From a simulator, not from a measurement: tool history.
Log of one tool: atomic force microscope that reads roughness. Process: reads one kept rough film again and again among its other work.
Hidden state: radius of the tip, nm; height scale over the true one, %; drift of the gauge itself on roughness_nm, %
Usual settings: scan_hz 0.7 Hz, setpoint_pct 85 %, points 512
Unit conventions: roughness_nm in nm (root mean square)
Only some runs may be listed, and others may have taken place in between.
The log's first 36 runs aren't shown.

run	day	scan_hz	setpoint_pct	points	pictures with this tip	hours of work since the height scale was calibrated	roughness_nm
37	23.85	1.743	88	815	220	671	1.722
38	24.429	3.559	59	375	247	681	1.927
# day 24.775: new tip fitted
39	24.888	2.303	85	512	5	689	1.848
40	25.433	2.303	65	898	31	699	2.161
41	26.012	2.163	84	551	59	710	1.851
42	26.608	2.422	79	512	88	721	1.878
43	27.308	2.422	79	512	121	734	1.852
44	28.133	0.7	57	332	161	749	2.172
45	28.917	1.416	68	512	198	763	2.035
46	29.408	0.528	64	861	222	772	2.147
47	29.792	2.673	59	322	240	779	1.991
# day 30.296: new tip fitted
48	30.517	1.149	80	434	11	792	2.146
49	30.971	1.243	79	434	33	801	2.122
50	31.804	0.993	60	512	73	816	2.253
51	32.467	0.517	88	1023	105	828	2.145
52	33.196	0.517	61	1023	140	841	2.22
53	33.608	0.7	59	588	159	849	2.2
54	34.425	1.25	58	564	199	864	2.135

Each row is a separate what-if for the run after 54, all from the same tool condition, not one after another. Results?
A	34.812	1.25	68	564	217	871	?
B	34.812	2.566	58	564	217	871	?
C	34.812	1.25	58	564	217	871	?

run	roughness_nm
A	2.07
B	2.048
C	2.125
Stripped of hidden state, with their random variation kept, the same runs would have yielded:
run	roughness_nm
A	2.253
B	2.229
C	2.314
